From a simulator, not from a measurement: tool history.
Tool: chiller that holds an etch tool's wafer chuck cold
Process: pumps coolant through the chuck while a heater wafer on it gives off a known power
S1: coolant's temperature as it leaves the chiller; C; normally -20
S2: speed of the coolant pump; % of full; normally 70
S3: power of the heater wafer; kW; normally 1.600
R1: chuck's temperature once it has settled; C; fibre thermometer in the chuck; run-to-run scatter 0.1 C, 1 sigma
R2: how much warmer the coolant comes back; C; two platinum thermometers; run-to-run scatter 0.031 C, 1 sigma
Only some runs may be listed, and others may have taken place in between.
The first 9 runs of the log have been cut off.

Run 10, hour 941.4: usual settings but S1 -10 C. Result: R1 13.4 C, R2 6.71 C.
Run 11, hour 1004.4: usual settings but S1 -10 C. Result: R1 13.4 C, R2 6.70 C.
Run 12, hour 1073.9: usual settings but S3 1.131 kW. Result: R1 -3.6 C, R2 4.63 C.
Run 13, hour 1129.9: usual settings but S1 -27 C. Result: R1 -3.7 C, R2 6.61 C.
Run 14, hour 1265.2: usual settings but S1 -23 C. Result: R1 0.5 C, R2 6.70 C.
Run 15, hour 1400.9: usual settings but S1 -23 C. Result: R1 0.5 C, R2 6.65 C.
Run 16, hour 1536.2: usual settings but S1 -23 C. Result: R1 0.4 C, R2 6.60 C.
Run 17, hour 1633.5: usual settings but S1 -23 C. Result: R1 0.3 C, R2 6.63 C.
Run 18, hour 1717.9: usual settings but S1 -23 C. Result: R1 0.3 C, R2 6.63 C.
Run 19, hour 1835.6: usual settings but S1 -23 C. Result: R1 0.4 C, R2 6.58 C.
Run 20, hour 1911.6: usual settings but S1 -26 C, S2 94 % of full, S3 1.533 kW. Result: R1 -9.2 C, R2 4.54 C.
Run 21, hour 2006.2: usual settings but S1 -26 C, S2 94 % of full, S3 1.533 kW. Result: R1 -9.1 C, R2 4.57 C.
Run 22, hour 2120.2: usual settings but S1 -14 C, S3 2.031 kW. Result: R1 15.7 C, R2 8.38 C.
Run 23, hour 2213.7: usual settings but S1 -13 C, S3 1.450 kW. Result: R1 8.1 C, R2 5.94 C.
Run 24, hour 2330.9: usual settings but S1 -13 C, S3 1.450 kW. Result: R1 8.3 C, R2 5.90 C.
Run 25, hour 2439.5: usual settings but S1 -13 C, S3 1.450 kW. Result: R1 8.2 C, R2 5.83 C.
Run 26, hour 2569.4: usual settings but S1 -16 C, S2 71 % of full, S3 1.974 kW. Result: R1 12.3 C, R2 7.99 C.
At hour 2582.3: gauge calibrated.
Run 27, hour 2677.7: usual settings but S2 69 % of full. Result: R1 3.6 C, R2 6.89 C.
Run 28, hour 2746.0: usual settings but S1 -24 C, S2 67 % of full, S3 1.834 kW. Result: R1 3.8 C, R2 8.10 C.
Run 29, hour 2862.5: usual settings but S1 -14 C. Result: R1 9.5 C, R2 6.76 C.
Run 30, hour 2927.7: usual settings but S3 0.907 kW. Result: R1 -6.9 C, R2 3.81 C.
Run 31, hour 2993.1: usual settings but S3 0.907 kW. Result: R1 -6.7 C, R2 3.84 C.

4 ways to go on from here, each from the tool as it stands after run 31. What would each give?
Run A, hour 3057.4: usual settings but S1 -17 C, S3 1.847 kW. Result: R1 ?, R2 ?.
Run B, hour 3057.4: usual settings but S1 -13 C, S3 1.502 kW. Result: R1 ?, R2 ?.
Run C, hour 3057.4: usual settings but S1 -19 C, S2 66 % of full. Result: R1 ?, R2 ?.
Run D, hour 3057.4: usual settings but S1 -16 C, S2 63 % of full, S3 2.350 kW. Result: R1 ?, R2 ?.

run    R1     R2
  A  10.0   7.84
  B   8.9   6.31
  C   5.7   7.11
  D  21.8  11.06
With no hidden state in the tool, these same runs would have given:
run    R1     R2
  A  10.0   7.89
  B   8.9   6.36
  C   5.6   7.16
  D  21.8  11.10

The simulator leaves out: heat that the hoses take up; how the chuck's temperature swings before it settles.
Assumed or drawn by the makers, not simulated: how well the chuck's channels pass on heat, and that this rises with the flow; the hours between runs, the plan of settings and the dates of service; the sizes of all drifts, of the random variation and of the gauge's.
